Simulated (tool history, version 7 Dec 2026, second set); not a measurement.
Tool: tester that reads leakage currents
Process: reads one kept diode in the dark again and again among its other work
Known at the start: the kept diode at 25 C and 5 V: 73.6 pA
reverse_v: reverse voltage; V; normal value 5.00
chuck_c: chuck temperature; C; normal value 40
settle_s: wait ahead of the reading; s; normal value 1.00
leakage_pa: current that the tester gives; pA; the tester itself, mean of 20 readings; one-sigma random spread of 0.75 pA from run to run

| run | hour | reverse_v | chuck_c | settle_s | leakage_pa |
|---|---|---|---|---|---|
| 1 | 0.0 | 5.00 | 40 | 1.00 | 262.40 |
| 2 | 34.1 | 5.00 | 40 | 1.00 | 261.55 |
| 3 | 82.7 | 2.40 | 40 | 1.00 | 169.87 |
| 4 | 115.0 | 2.40 | 40 | 1.00 | 169.94 |
| 5 | 153.5 | 2.40 | 40 | 1.00 | 169.33 |
| 6 | 202.5 | 2.40 | 40 | 1.20 | 169.54 |
| 7 | 237.4 | 2.40 | 40 | 1.20 | 169.12 |
| 8 | 273.0 | 5.00 | 40 | 1.00 | 259.77 |
| 9 | 297.1 | 5.00 | 40 | 1.00 | 260.26 |
| 10 | 344.9 | 5.00 | 40 | 1.00 | 260.69 |
| 11 | 374.6 | 5.00 | 40 | 1.00 | 259.94 |
| 12 | 401.9 | 5.00 | 40 | 1.00 | 259.52 |
| 13 | 429.7 | 5.00 | 40 | 1.00 | 259.96 |
| 14 | 468.7 | 5.00 | 40 | 1.00 | 259.78 |
| 15 | 502.0 | 2.94 | 56 | 0.37 | 676.78 |
|  | 511.9 | chuck's temperature calibrated |
| 16 | 549.5 | 2.94 | 45 | 0.37 | 304.57 |
| 17 | 581.1 | 2.94 | 60 | 0.44 | 964.05 |
| 18 | 625.3 | 6.18 | 25 | 1.00 | 87.91 |
| 19 | 674.4 | 6.18 | 25 | 1.00 | 87.84 |
| 20 | 702.8 | 6.94 | 41 | 1.00 | 363.94 |
| 21 | 730.4 | 6.94 | 41 | 1.00 | 364.80 |
| 22 | 755.7 | 3.37 | 22 | 0.74 | 46.78 |
| 23 | 798.8 | 9.17 | 45 | 0.74 | 591.12 |
| 24 | 833.4 | 9.17 | 45 | 0.74 | 593.05 |
| 25 | 879.2 | 5.00 | 26 | 0.85 | 84.24 |

5 ways to go on from here, each from the tool as it stands after run 25. What would each give?
| A | 905.3 | 9.76 | 26 | 0.85 | ? |
| B | 905.3 | 2.29 | 39 | 0.85 | ? |
| C | 905.3 | 5.00 | 31 | 0.85 | ? |
| D | 905.3 | 5.81 | 23 | 1.00 | ? |
| E | 905.3 | 5.00 | 33 | 0.85 | ? |

| run | leakage_pa |
|---|---|
| A | 126.46 |
| B | 159.75 |
| C | 129.46 |
| D | 71.14 |
| E | 152.98 |
What these runs would have given with no unlogged condition in the tool:
| run | leakage_pa |
|---|---|
| A | 120.03 |
| B | 159.82 |
| C | 127.01 |
| D | 67.28 |
| E | 150.82 |

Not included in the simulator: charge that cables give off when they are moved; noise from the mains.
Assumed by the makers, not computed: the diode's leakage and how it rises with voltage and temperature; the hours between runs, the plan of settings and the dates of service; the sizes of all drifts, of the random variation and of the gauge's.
